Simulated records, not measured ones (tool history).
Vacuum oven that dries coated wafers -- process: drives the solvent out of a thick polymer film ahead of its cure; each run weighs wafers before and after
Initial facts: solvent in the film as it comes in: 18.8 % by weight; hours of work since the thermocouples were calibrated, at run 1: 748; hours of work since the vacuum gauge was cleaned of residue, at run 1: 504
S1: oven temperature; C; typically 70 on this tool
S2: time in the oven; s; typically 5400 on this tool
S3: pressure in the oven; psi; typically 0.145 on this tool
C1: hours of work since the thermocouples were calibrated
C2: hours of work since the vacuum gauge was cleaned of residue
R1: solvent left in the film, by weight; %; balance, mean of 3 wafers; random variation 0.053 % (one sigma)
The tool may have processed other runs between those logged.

Run 1, hour 0.0: usual settings; C1 748; C2 504. Result: R1 2.48 %.
Run 2, hour 20.2: usual settings but S3 0.242 psi; C1 763; C2 519. Result: R1 2.94 %.
Run 3, hour 31.2: usual settings but S3 0.131 psi; C1 771; C2 527. Result: R1 2.59 %.
Run 4, hour 53.9: usual settings but S3 0.131 psi; C1 787; C2 544. Result: R1 2.54 %.
Run 5, hour 72.6: usual settings but S3 0.131 psi; C1 801; C2 557. Result: R1 2.46 %.
Run 6, hour 95.0: usual settings but S3 0.131 psi; C1 817; C2 574. Result: R1 2.43 %.
Run 7, hour 107.8: usual settings but S3 0.131 psi; C1 827; C2 583. Result: R1 2.41 %.
Run 8, hour 120.0: usual settings but S2 2940 s; C1 835; C2 592. Result: R1 5.35 %.
Run 9, hour 132.9: usual settings but S2 2940 s; C1 845; C2 601. Result: R1 5.51 %.
Run 10, hour 146.1: usual settings but S2 2940 s; C1 854; C2 611. Result: R1 5.47 %.
Run 11, hour 171.2: usual settings but S2 2940 s; C1 873; C2 629. Result: R1 5.45 %.
Run 12, hour 182.0: usual settings but S3 0.580 psi; C1 881; C2 637. Result: R1 4.11 %.
Run 13, hour 207.3: usual settings but S3 0.580 psi; C1 899; C2 655. Result: R1 4.02 %.
Run 14, hour 223.5: usual settings; C1 911; C2 667. Result: R1 2.55 %.
Run 15, hour 243.9: usual settings but S1 58 C; C1 926; C2 682. Result: R1 6.55 %.
Run 16, hour 263.4: usual settings but S1 58 C; C1 940; C2 696. Result: R1 6.46 %.
Run 17, hour 282.7: usual settings; C1 954; C2 710. Result: R1 2.53 %.
Run 18, hour 300.0: usual settings; C1 967; C2 723. Result: R1 2.44 %.
Run 19, hour 319.3: usual settings; C1 981; C2 737. Result: R1 2.53 %.
Run 20, hour 341.5: usual settings but S2 3900 s; C1 997; C2 753. Result: R1 4.01 %.
Run 21, hour 365.1: usual settings but S2 3720 s; C1 1014; C2 770. Result: R1 4.07 %.
Run 22, hour 376.6: usual settings; C1 1022; C2 779. Result: R1 2.52 %.
Run 23, hour 396.7: usual settings; C1 1037; C2 793. Result: R1 2.46 %.
Run 24, hour 410.2: usual settings; C1 1047; C2 803. Result: R1 2.57 %.
Run 25, hour 433.2: usual settings; C1 1064; C2 820. Result: R1 2.53 %.
Run 26, hour 445.5: usual settings; C1 1073; C2 829. Result: R1 2.43 %.
Run 27, hour 469.0: usual settings but S1 64 C, S2 4140 s, S3 0.386 psi; C1 1090; C2 846. Result: R1 6.45 %.
Run 28, hour 487.1: usual settings but S1 64 C, S2 4140 s, S3 0.386 psi; C1 1103; C2 859. Result: R1 6.45 %.
Run 29, hour 508.0: usual settings but S1 75 C, S3 0.141 psi; C1 1118; C2 874. Result: R1 1.46 %.
Run 30, hour 518.2: usual settings but S1 64 C, S3 0.251 psi; C1 1126; C2 882. Result: R1 4.65 %.
Run 31, hour 539.0: usual settings but S1 72 C, S2 4020 s, S3 0.309 psi; C1 1141; C2 897. Result: R1 3.69 %.
Run 32, hour 563.4: usual settings but S2 5880 s, S3 0.168 psi; C1 1158; C2 915. Result: R1 2.31 %.
Run 33, hour 586.2: usual settings but S2 5880 s, S3 0.468 psi; C1 1175; C2 931. Result: R1 3.34 %.
Run 34, hour 597.6: usual settings but S1 61 C, S2 4680 s; C1 1183; C2 940. Result: R1 6.04 %.
Run 35, hour 622.4: usual settings but S2 5700 s, S3 0.289 psi; C1 1201; C2 958. Result: R1 2.76 %.
Run 36, hour 647.3: usual settings but S1 60 C, S2 6960 s; C1 1220; C2 976. Result: R1 4.38 %.
Run 37, hour 661.4: usual settings but S1 57 C, S2 9120 s; C1 1230; C2 986. Result: R1 4.25 %.
Run 38, hour 680.2: usual settings but S1 65 C, S2 3720 s, S3 0.107 psi; C1 1244; C2 1000. Result: R1 5.66 %.
Run 39, hour 701.4: usual settings but S1 64 C, S2 8220 s, S3 0.200 psi; C1 1259; C2 1015. Result: R1 2.80 %.
Run 40, hour 724.6: usual settings but S1 64 C, S2 8220 s, S3 0.200 psi; C1 1276; C2 1032. Result: R1 2.83 %.
Run 41, hour 736.9: usual settings but S1 64 C, S2 8040 s, S3 0.200 psi; C1 1285; C2 1041. Result: R1 2.86 %.
Run 42, hour 755.5: usual settings but S1 64 C, S2 8040 s, S3 0.200 psi; C1 1298; C2 1055. Result: R1 2.94 %.
Run 43, hour 772.8: usual settings but S1 64 C, S2 8040 s, S3 0.200 psi; C1 1311; C2 1067. Result: R1 2.85 %.
Run 44, hour 788.9: usual settings but S1 74 C, S2 9480 s, S3 0.200 psi; C1 1323; C2 1079. Result: R1 0.95 %.
Run 45, hour 804.5: usual settings but S1 73 C, S2 5820 s, S3 0.521 psi; C1 1334; C2 1090. Result: R1 2.83 %.
Run 46, hour 821.7: usual settings but S1 59 C, S2 5820 s, S3 0.075 psi; C1 1347; C2 1103. Result: R1 5.31 %.
Run 47, hour 835.2: usual settings but S1 59 C, S2 5820 s, S3 0.075 psi; C1 1357; C2 1113. Result: R1 5.25 %.

Some steps in R1 between neighbouring runs. How much of each would the tool show without its hidden state too (settings, what came in, random variation), and how much is left for the hidden state, with any gauge scatter that isn't in both results?
The hidden state here: true wafer temperature over the reading, C; true pressure over the reading, kPa; drift of the gauge itself on solvent_pct, %.
Run 14 -> 15: S1 70 -> 58. R1 +4.00 %: hidden state -0.15, all else +4.15.
Run 26 -> 27: S1 70 -> 64, S2 5400 -> 4140, S3 0.145 -> 0.386. R1 +4.02 %: hidden state -0.22, all else +4.24.
Run 28 -> 29: S1 64 -> 75, S2 4140 -> 5400, S3 0.386 -> 0.141. R1 -4.99 %: hidden state +0.39, all else -5.38.
Run 43 -> 44: S1 64 -> 74, S2 8040 -> 9480. R1 -1.90 %: hidden state +0.40, all else -2.30.
Run 44 -> 45: S1 74 -> 73, S2 9480 -> 5820, S3 0.200 -> 0.521. R1 +1.88 %: hidden state -0.39, all else +2.27.
